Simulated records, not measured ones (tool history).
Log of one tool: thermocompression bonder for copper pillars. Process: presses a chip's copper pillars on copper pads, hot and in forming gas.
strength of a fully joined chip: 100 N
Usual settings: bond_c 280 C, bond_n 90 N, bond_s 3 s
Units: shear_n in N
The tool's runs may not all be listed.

run,hour,bond_c,bond_n,bond_s,shear_n
1,0,280,90,3,34.9
2,5.3,280,90,3,35
3,10,280,90,3,34.9
4,14.9,280,90,3,35.2
5,20.9,280,90,3,35.1
6,30.8,280,90,4,38.9
7,37.8,280,90,4,38.9
8,46.4,280,90,4,39.2
9,53.7,280,90,4,38.7
10,58.2,279,90,3,34.2
11,66.5,279,90,3,34.4
12,71.9,279,90,3,34.6
13,82,280,90,3,34.7
14,90.9,280,90,3,34.9
# hour 93.3: force cell calibrated
15,101.1,280,118,3,42.9
16,106,280,118,3,42.5
# hour 112.8: force cell calibrated, once more
17,112.8,280,118,3,42.1
18,121.1,280,90,2,29.7
19,125.4,280,90,2,29.5
20,132.2,280,90,2,29.4
21,141.5,280,90,2,29.2
22,151.9,256,55,5,18.5
23,160.7,292,114,6,60.4
24,170.6,292,114,6,60.4
25,180.5,261,106,6,37.4
26,185.1,261,106,6,37.7
27,193.2,263,102,2,24.3
28,198.6,291,58,2,24.8
29,207.7,280,126,3,43.9
30,217.9,280,69,3,28
31,226,280,69,3,27.8
32,235.8,280,90,5,41.5
33,242.3,261,84,2,19.6
34,246.7,271,129,4,43.6
35,253.5,267,90,9,42.3
36,260.2,280,69,2,23.7
37,268,280,102,2,32.4
38,273.9,280,102,2,32.1
39,282.3,280,102,2,32.3
40,288.4,302,90,2,40.8

Forecast each of these 3 alternatives for the next run:
A,298,271,90,2,?
B,298,301,90,3,?
C,298,280,73,7,?

run,shear_n
A,24.9
B,46.4
C,40.3
Without the tool's hidden state the same runs would have given:
run,shear_n
A,26.2
B,49.4
C,42.7

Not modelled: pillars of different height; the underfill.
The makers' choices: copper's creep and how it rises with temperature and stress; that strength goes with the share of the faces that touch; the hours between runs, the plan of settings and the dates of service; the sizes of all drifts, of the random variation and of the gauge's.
